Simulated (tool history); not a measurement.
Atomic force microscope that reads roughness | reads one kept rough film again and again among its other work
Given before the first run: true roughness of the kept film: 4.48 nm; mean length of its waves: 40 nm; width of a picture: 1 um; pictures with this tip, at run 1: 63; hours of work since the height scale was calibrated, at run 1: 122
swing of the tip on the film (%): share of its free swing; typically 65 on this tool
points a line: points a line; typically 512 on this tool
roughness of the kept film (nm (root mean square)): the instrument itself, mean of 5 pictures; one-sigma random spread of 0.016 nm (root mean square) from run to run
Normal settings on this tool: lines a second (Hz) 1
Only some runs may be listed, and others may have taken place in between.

run	day	lines a second (Hz)	swing of the tip on the film (%)	points a line	pictures with this tip	hours of work since the height scale was calibrated	roughness of the kept film (nm (root mean square))
1	0	1	65	512	63	122	3.6
2	0.25	1	65	512	68	125	3.594
3	0.612	1	65	512	76	128	3.553
4	0.771	1	65	512	79	130	3.53
5	1.154	1	65	846	88	134	3.517
6	1.538	1	59	512	96	138	3.527
7	1.717	1	59	512	100	139	3.478
8	1.892	1	65	858	104	141	3.442
9	2.104	1	65	858	109	143	3.446
10	2.458	1	65	858	116	147	3.398
11	2.821	1	65	858	124	150	3.375
12	3.208	1	86	858	133	154	3.238
13	3.462	1	86	858	139	157	3.212
# day 3.538: new tip fitted
14	3.838	1	86	980	6	160	3.778
15	4.158	1	65	512	13	164	3.874
16	4.508	1	65	512	21	167	3.822
17	4.712	1	65	512	26	169	3.807
18	5.079	1	65	512	34	173	3.755
19	5.258	1	65	343	38	175	3.734
20	5.438	1	65	343	41	176	3.709
21	5.696	1	65	343	47	179	3.71
# day 5.754: height scale calibrated on a step standard
22	6.075	1	65	343	55	3	3.669
23	6.404	1	60	512	62	6	3.643
24	6.775	1.26	60	698	70	10	3.603
25	7.133	0.83	66	698	78	14	3.588
# day 7.433: height scale calibrated on a step standard, once more
26	7.488	0.83	66	698	85	1	3.54
27	7.708	1	65	763	90	3	3.533
28	8.025	1	65	763	96	6	3.479
29	8.242	1.51	69	488	101	8	3.456
30	8.517	1.51	69	488	107	11	3.404
31	8.75	1.51	61	488	112	13	3.429
32	9.021	1.27	65	380	118	16	3.372
33	9.233	1.27	65	380	123	18	3.368
34	9.433	0.65	60	512	127	20	3.419
35	9.633	1.15	82	488	132	22	3.259
36	9.929	1.32	82	260	138	25	3.183
# day 10.004: new tip fitted
37	10.15	1.32	82	260	3	27	3.745
38	10.496	1.25	60	381	10	30	3.909
39	10.662	2.94	77	943	14	32	3.574
40	10.842	0.68	55	585	18	34	3.893
41	11.104	1.65	65	512	24	37	3.806
42	11.396	0.96	82	539	30	39	3.687
43	11.6	0.96	82	539	34	41	3.682

Pick out some run-to-run changes in roughness of the kept film (nm (root mean square)). Of each, how much would a tool without hidden state show as well, from the settings, what came in and chance, and how much is left for the hidden state and any gauge scatter not in both results compared?
Hidden state at play: radius of the tip, nm; height scale over the true one, %; drift of the gauge itself on roughness_nm, %.
Run 13 -> 14: points a line 858 -> 980, new tip fitted. roughness of the kept film (nm (root mean square)) +0.566: hidden state +0.551, all else +0.015.
Run 21 -> 22: height scale calibrated on a step standard. roughness of the kept film (nm (root mean square)) -0.041: hidden state -0.039, all else -0.002.
Run 36 -> 37: new tip fitted. roughness of the kept film (nm (root mean square)) +0.562: hidden state +0.563, all else -0.001.
Run 38 -> 39: lines a second (Hz) 1.25 -> 2.94, swing of the tip on the film (%) 60 -> 77, points a line 381 -> 943. roughness of the kept film (nm (root mean square)) -0.335: hidden state -0.014, all else -0.321.

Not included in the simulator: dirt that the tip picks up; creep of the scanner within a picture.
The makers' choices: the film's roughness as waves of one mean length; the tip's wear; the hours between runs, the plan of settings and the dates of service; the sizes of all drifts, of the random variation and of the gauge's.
